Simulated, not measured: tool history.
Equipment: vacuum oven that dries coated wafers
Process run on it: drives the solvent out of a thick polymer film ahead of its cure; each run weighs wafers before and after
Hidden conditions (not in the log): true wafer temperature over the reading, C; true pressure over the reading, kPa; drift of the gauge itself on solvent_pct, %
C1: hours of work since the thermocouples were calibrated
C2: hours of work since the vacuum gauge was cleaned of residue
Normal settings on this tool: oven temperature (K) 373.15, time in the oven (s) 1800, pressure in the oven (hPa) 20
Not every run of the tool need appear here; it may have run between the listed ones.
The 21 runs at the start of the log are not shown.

run 22 hour=350.1 | oven_temperature_(K)=373.15 time_in_the_oven_(s)=1800 pressure_in_the_oven_(hPa)=20 | C1=780 C2=854 | solvent_left_in_the_film_(%)=2.2
run 23 hour=370.4 | oven_temperature_(K)=373.15 time_in_the_oven_(s)=1800 pressure_in_the_oven_(hPa)=20 | C1=792 C2=866 | solvent_left_in_the_film_(%)=2.17
run 24 hour=385.6 | oven_temperature_(K)=374.15 time_in_the_oven_(s)=960 pressure_in_the_oven_(hPa)=63.3 | C1=802 C2=876 | solvent_left_in_the_film_(%)=5.73
run 25 hour=406.3 | oven_temperature_(K)=360.15 time_in_the_oven_(s)=2460 pressure_in_the_oven_(hPa)=20 | C1=814 C2=889 | solvent_left_in_the_film_(%)=3.41
run 26 hour=425.4 | oven_temperature_(K)=368.15 time_in_the_oven_(s)=3000 pressure_in_the_oven_(hPa)=10.2 | C1=826 C2=900 | solvent_left_in_the_film_(%)=1.28
-- hour=440.3 oven's thermocouples calibrated
run 27 hour=447.2 | oven_temperature_(K)=368.15 time_in_the_oven_(s)=3000 pressure_in_the_oven_(hPa)=10.2 | C1=4 C2=912 | solvent_left_in_the_film_(%)=1.15
run 28 hour=470.9 | oven_temperature_(K)=379.15 time_in_the_oven_(s)=3000 pressure_in_the_oven_(hPa)=18.8 | C1=19 C2=927 | solvent_left_in_the_film_(%)=1.01
run 29 hour=490.7 | oven_temperature_(K)=382.15 time_in_the_oven_(s)=1140 pressure_in_the_oven_(hPa)=39.8 | C1=31 C2=939 | solvent_left_in_the_film_(%)=2.69
run 30 hour=501.3 | oven_temperature_(K)=382.15 time_in_the_oven_(s)=1140 pressure_in_the_oven_(hPa)=39.8 | C1=38 C2=946 | solvent_left_in_the_film_(%)=2.72
run 31 hour=513.1 | oven_temperature_(K)=382.15 time_in_the_oven_(s)=1140 pressure_in_the_oven_(hPa)=39.8 | C1=45 C2=953 | solvent_left_in_the_film_(%)=2.69
run 32 hour=527 | oven_temperature_(K)=382.15 time_in_the_oven_(s)=1140 pressure_in_the_oven_(hPa)=39.8 | C1=53 C2=962 | solvent_left_in_the_film_(%)=2.71
run 33 hour=540.5 | oven_temperature_(K)=366.15 time_in_the_oven_(s)=2760 pressure_in_the_oven_(hPa)=20 | C1=62 C2=970 | solvent_left_in_the_film_(%)=2.11
run 34 hour=555.5 | oven_temperature_(K)=366.15 time_in_the_oven_(s)=2760 pressure_in_the_oven_(hPa)=20 | C1=71 C2=979 | solvent_left_in_the_film_(%)=2.13
run 35 hour=568.2 | oven_temperature_(K)=363.15 time_in_the_oven_(s)=2760 pressure_in_the_oven_(hPa)=63.2 | C1=79 C2=987 | solvent_left_in_the_film_(%)=5.49
run 36 hour=594.1 | oven_temperature_(K)=363.15 time_in_the_oven_(s)=2760 pressure_in_the_oven_(hPa)=63.2 | C1=95 C2=1003 | solvent_left_in_the_film_(%)=5.57
run 37 hour=605 | oven_temperature_(K)=376.15 time_in_the_oven_(s)=1140 pressure_in_the_oven_(hPa)=22.7 | C1=102 C2=1010 | solvent_left_in_the_film_(%)=3
run 38 hour=618.6 | oven_temperature_(K)=366.15 time_in_the_oven_(s)=1500 pressure_in_the_oven_(hPa)=33.4 | C1=110 C2=1018 | solvent_left_in_the_film_(%)=4.32
run 39 hour=644.2 | oven_temperature_(K)=366.15 time_in_the_oven_(s)=1500 pressure_in_the_oven_(hPa)=33.4 | C1=126 C2=1034 | solvent_left_in_the_film_(%)=4.45
run 40 hour=660.2 | oven_temperature_(K)=366.15 time_in_the_oven_(s)=1500 pressure_in_the_oven_(hPa)=33.4 | C1=136 C2=1044 | solvent_left_in_the_film_(%)=4.4
run 41 hour=676 | oven_temperature_(K)=366.15 time_in_the_oven_(s)=1500 pressure_in_the_oven_(hPa)=33.4 | C1=145 C2=1054 | solvent_left_in_the_film_(%)=4.36
run 42 hour=692.8 | oven_temperature_(K)=366.15 time_in_the_oven_(s)=1500 pressure_in_the_oven_(hPa)=33.4 | C1=156 C2=1064 | solvent_left_in_the_film_(%)=4.41
run 43 hour=714.2 | oven_temperature_(K)=384.15 time_in_the_oven_(s)=900 pressure_in_the_oven_(hPa)=33.4 | C1=169 C2=1077 | solvent_left_in_the_film_(%)=2.86
run 44 hour=729.3 | oven_temperature_(K)=384.15 time_in_the_oven_(s)=900 pressure_in_the_oven_(hPa)=33.4 | C1=178 C2=1086 | solvent_left_in_the_film_(%)=2.88
run 45 hour=753 | oven_temperature_(K)=385.15 time_in_the_oven_(s)=2100 pressure_in_the_oven_(hPa)=20.1 | C1=193 C2=1101 | solvent_left_in_the_film_(%)=0.92
run 46 hour=774.7 | oven_temperature_(K)=385.15 time_in_the_oven_(s)=3060 pressure_in_the_oven_(hPa)=13.1 | C1=206 C2=1114 | solvent_left_in_the_film_(%)=0.58

What if the next run were any one of these 3? Each begins from the tool's condition after run 46:
run A hour=796.1 | oven_temperature_(K)=365.15 time_in_the_oven_(s)=1200 pressure_in_the_oven_(hPa)=20 | C1=219 C2=1128 | solvent_left_in_the_film_(%)=?
run B hour=796.1 | oven_temperature_(K)=380.15 time_in_the_oven_(s)=2520 pressure_in_the_oven_(hPa)=35.4 | C1=219 C2=1128 | solvent_left_in_the_film_(%)=?
run C hour=796.1 | oven_temperature_(K)=368.15 time_in_the_oven_(s)=1800 pressure_in_the_oven_(hPa)=14.5 | C1=219 C2=1128 | solvent_left_in_the_film_(%)=?

run=A solvent_left_in_the_film_(%)=4.59
run=B solvent_left_in_the_film_(%)=1.71
run=C solvent_left_in_the_film_(%)=2.48
Without the tool's hidden state the same runs would have given:
run=A solvent_left_in_the_film_(%)=4.35
run=B solvent_left_in_the_film_(%)=1.53
run=C solvent_left_in_the_film_(%)=2.23
